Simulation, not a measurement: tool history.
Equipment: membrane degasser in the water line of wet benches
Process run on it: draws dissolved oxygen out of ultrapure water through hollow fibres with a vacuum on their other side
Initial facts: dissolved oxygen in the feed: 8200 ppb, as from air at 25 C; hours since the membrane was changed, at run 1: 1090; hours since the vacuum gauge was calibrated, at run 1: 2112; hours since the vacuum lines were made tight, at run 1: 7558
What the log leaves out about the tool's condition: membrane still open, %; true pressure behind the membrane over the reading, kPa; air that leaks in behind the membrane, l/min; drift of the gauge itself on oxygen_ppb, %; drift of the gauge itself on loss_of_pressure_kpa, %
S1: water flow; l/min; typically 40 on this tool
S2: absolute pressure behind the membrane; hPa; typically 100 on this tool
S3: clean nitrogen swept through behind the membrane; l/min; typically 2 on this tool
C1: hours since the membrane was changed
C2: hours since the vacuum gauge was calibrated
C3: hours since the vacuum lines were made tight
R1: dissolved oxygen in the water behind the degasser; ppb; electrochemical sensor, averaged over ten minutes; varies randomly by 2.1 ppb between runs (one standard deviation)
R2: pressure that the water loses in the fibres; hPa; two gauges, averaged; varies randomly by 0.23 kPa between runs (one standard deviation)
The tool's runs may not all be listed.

run	day	S1	S2	S3	C1	C2	C3	R1	R2
1	0	40	100	2	1090	2112	7558	318.6	585.2
2	8.346	40	100	2	1290	2313	7759	318	587.4
3	19.592	40	100	2	1560	2583	8029	317.4	587.8
4	25.667	40	100	2	1706	2728	8174	323.9	587.2
5	37.804	40	100	2	1997	3020	8466	318.8	588.2
6	49.196	40	100	0.94	2271	3293	8739	569.8	588.7
7	58.512	47	175	2.01	2494	3517	8963	719.2	690.7
8	66.871	47	175	2.01	2695	3717	9163	717.8	688.3
9	75.083	47	208	1.73	2892	3914	9360	973.7	695.1
10	81.825	47	101	1.73	3054	4076	9522	430.5	689.9
11	87.979	40	223	3.65	3202	4224	9670	498.4	587.9
12	98.608	34	81	4.44	3457	4479	9925	105	505

5 options for the next run, each taken on its own from the tool as it stands now. Forecast them:
A	105.2	45	123	4.44	3615	4637	10083	?	?
B	105.2	34	67	4.44	3615	4637	10083	?	?
C	105.2	40	73	1.14	3615	4637	10083	?	?
D	105.2	36	147	2	3615	4637	10083	?	?
E	105.2	40	71	2	3615	4637	10083	?	?

run	R1	R2
A	247.9	666.7
B	78.9	503
C	327.3	591.6
D	474.2	533.7
E	199.6	590
The same runs, with their run-to-run variation unchanged, on a tool lacking any hidden condition would have given:
run	R1	R2
A	237.7	659.4
B	72.6	497.5
C	309	585.1
D	458.5	527.9
E	186.6	583.5

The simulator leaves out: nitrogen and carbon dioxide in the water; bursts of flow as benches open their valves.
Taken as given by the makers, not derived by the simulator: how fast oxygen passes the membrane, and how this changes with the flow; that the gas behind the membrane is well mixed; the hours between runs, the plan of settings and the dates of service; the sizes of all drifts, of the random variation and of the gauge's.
